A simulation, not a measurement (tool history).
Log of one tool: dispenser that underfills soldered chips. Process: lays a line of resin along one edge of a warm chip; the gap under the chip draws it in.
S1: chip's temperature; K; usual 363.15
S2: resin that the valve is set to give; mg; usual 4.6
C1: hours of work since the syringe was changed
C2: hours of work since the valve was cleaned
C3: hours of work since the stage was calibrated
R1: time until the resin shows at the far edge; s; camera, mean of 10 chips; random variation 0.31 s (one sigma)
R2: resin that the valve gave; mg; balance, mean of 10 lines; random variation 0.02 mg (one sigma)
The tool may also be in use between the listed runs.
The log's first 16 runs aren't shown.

{"day": 3.417, "done": "dispensing valve cleaned and set on the balance"}
{"run": 17, "day": 3.479, "S1": 353.15, "S2": 4.6, "C1": 7, "C2": 1, "C3": 63, "R1": 18.4, "R2": 4.57}
{"day": 3.512, "done": "new syringe of resin"}
{"run": 18, "day": 3.704, "S1": 363.15, "S2": 4.6, "C1": 3, "C2": 5, "C3": 66, "R1": 9.7, "R2": 4.59}
{"day": 3.946, "done": "new syringe of resin"}
{"run": 19, "day": 3.946, "S1": 360.15, "S2": 4.58, "C1": 0, "C2": 9, "C3": 70, "R1": 10, "R2": 4.56}
{"run": 20, "day": 4.196, "S1": 360.15, "S2": 4.58, "C1": 4, "C2": 13, "C3": 75, "R1": 11, "R2": 4.56}
{"run": 21, "day": 4.342, "S1": 353.15, "S2": 4.97, "C1": 7, "C2": 16, "C3": 77, "R1": 18.5, "R2": 4.91}
{"day": 4.388, "done": "new syringe of resin"}
{"run": 22, "day": 4.579, "S1": 353.15, "S2": 4.97, "C1": 3, "C2": 20, "C3": 81, "R1": 15.9, "R2": 4.91}
{"run": 23, "day": 4.725, "S1": 353.15, "S2": 4.97, "C1": 6, "C2": 23, "C3": 84, "R1": 18, "R2": 4.88}
{"day": 4.825, "done": "new syringe of resin"}
{"run": 24, "day": 4.879, "S1": 352.15, "S2": 4.47, "C1": 1, "C2": 25, "C3": 86, "R1": 14.8, "R2": 4.37}
{"run": 25, "day": 5.046, "S1": 352.15, "S2": 5.74, "C1": 4, "C2": 28, "C3": 89, "R1": 16.1, "R2": 5.57}
{"run": 26, "day": 5.15, "S1": 348.15, "S2": 5.2, "C1": 6, "C2": 30, "C3": 91, "R1": 21.8, "R2": 5.11}
{"day": 5.262, "done": "new syringe of resin"}
{"run": 27, "day": 5.333, "S1": 353.15, "S2": 4.59, "C1": 1, "C2": 33, "C3": 94, "R1": 14.4, "R2": 4.45}
{"run": 28, "day": 5.558, "S1": 353.15, "S2": 4.59, "C1": 5, "C2": 37, "C3": 98, "R1": 16.7, "R2": 4.46}
{"run": 29, "day": 5.671, "S1": 353.15, "S2": 4.59, "C1": 7, "C2": 39, "C3": 100, "R1": 18, "R2": 4.45}
{"day": 5.696, "done": "new syringe of resin"}
{"run": 30, "day": 5.933, "S1": 353.15, "S2": 4.59, "C1": 4, "C2": 43, "C3": 105, "R1": 16.5, "R2": 4.4}
{"day": 6.021, "done": "dispensing valve cleaned and set on the balance"}
{"run": 31, "day": 6.125, "S1": 367.15, "S2": 5.16, "C1": 7, "C2": 2, "C3": 107, "R1": 8.8, "R2": 5.15}
{"day": 6.175, "done": "new syringe of resin"}
{"run": 32, "day": 6.275, "S1": 367.15, "S2": 5.16, "C1": 2, "C2": 4, "C3": 110, "R1": 7.5, "R2": 5.16}
{"run": 33, "day": 6.433, "S1": 361.15, "S2": 5.16, "C1": 5, "C2": 7, "C3": 113, "R1": 10.6, "R2": 5.11}
{"day": 6.612, "done": "new syringe of resin"}
{"run": 34, "day": 6.683, "S1": 361.15, "S2": 5.16, "C1": 1, "C2": 11, "C3": 117, "R1": 9.6, "R2": 5.12}
{"run": 35, "day": 6.796, "S1": 374.15, "S2": 4.35, "C1": 3, "C2": 13, "C3": 119, "R1": 5.3, "R2": 4.31}
{"run": 36, "day": 6.967, "S1": 352.15, "S2": 4.27, "C1": 6, "C2": 16, "C3": 122, "R1": 18.5, "R2": 4.2}

Forecast each of these 3 alternatives for the next run:
{"day": 7.054, "done": "new syringe of resin"}
{"run": "A", "day": 7.138, "S1": 373.15, "S2": 5.11, "C1": 1, "C2": 19, "C3": 125, "R1": "?", "R2": "?"}
{"day": 7.054, "done": "new syringe of resin"}
{"run": "B", "day": 7.138, "S1": 352.15, "S2": 4.45, "C1": 1, "C2": 19, "C3": 125, "R1": "?", "R2": "?"}
{"day": 7.054, "done": "new syringe of resin"}
{"run": "C", "day": 7.138, "S1": 363.15, "S2": 4.46, "C1": 1, "C2": 19, "C3": 125, "R1": "?", "R2": "?"}

run=A R1=5.1 R2=5.03
run=B R1=15.2 R2=4.35
run=C R1=9.2 R2=4.37
Without the tool's hidden state the same runs would have given:
run=A R1=4.8 R2=5.12
run=B R1=14.5 R2=4.43
run=C R1=8.8 R2=4.45
